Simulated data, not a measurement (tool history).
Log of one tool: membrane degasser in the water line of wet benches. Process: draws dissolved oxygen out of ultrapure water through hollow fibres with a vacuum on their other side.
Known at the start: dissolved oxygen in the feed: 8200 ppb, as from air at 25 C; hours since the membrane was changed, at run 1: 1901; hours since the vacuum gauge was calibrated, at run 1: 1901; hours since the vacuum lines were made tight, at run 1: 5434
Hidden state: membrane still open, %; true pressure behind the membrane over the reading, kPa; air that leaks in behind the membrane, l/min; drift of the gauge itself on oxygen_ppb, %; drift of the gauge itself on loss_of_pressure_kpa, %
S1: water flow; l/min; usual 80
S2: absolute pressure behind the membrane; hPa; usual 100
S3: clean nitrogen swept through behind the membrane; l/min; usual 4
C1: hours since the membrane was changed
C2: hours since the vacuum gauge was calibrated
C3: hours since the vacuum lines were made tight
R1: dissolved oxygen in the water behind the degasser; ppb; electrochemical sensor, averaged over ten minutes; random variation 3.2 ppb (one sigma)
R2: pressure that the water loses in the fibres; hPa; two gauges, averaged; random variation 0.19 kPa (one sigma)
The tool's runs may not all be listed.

run,hour,S1,S2,S3,C1,C2,C3,R1,R2
1,0,80,100,4,1901,1901,5434,342.3,374.5
2,42.6,80,100,7.44,1944,1944,5477,217.9,372
3,119.5,80,100,7.44,2021,2021,5554,217.7,369
4,198.5,80,100,7.44,2100,2100,5633,218.4,368.3
5,252.9,80,100,4,2154,2154,5687,340,369.7
6,315.8,80,100,4,2217,2217,5750,341.6,371.7
# hour 374.9: seals of the vacuum lines changed
7,397.1,80,100,4,2296,2296,22,346.6,375.9
8,457.6,64,100,4,2357,2357,83,274.1,293.4
9,535.6,80,100,7.09,2435,2435,161,230.2,372.3
10,595.6,80,100,7.09,2495,2495,221,226.4,370.6
11,644.9,80,100,7.09,2544,2544,270,225.3,369.6
12,698.7,65,100,7.09,2598,2598,324,176,299.7
13,734.8,80,100,4,2634,2634,360,339,371.6
14,777.2,94,100,4,2676,2676,402,414.7,434.5
15,816.1,94,100,4,2715,2715,441,402.8,432.8
16,895.7,94,100,4,2795,2795,521,412,434.5
17,943.1,94,100,8.76,2842,2842,568,243.9,434
18,1004.5,94,100,2.89,2904,2904,630,511.3,429

Forecast run 19:
19,1074.2,94,100,2.89,2973,2973,699,?,?

{"run 19": {"R1": 515.5, "R2": 435.6}}
Without the tool's hidden state the same run would have given R1 515.3 ppb, R2 435.4 hPa.

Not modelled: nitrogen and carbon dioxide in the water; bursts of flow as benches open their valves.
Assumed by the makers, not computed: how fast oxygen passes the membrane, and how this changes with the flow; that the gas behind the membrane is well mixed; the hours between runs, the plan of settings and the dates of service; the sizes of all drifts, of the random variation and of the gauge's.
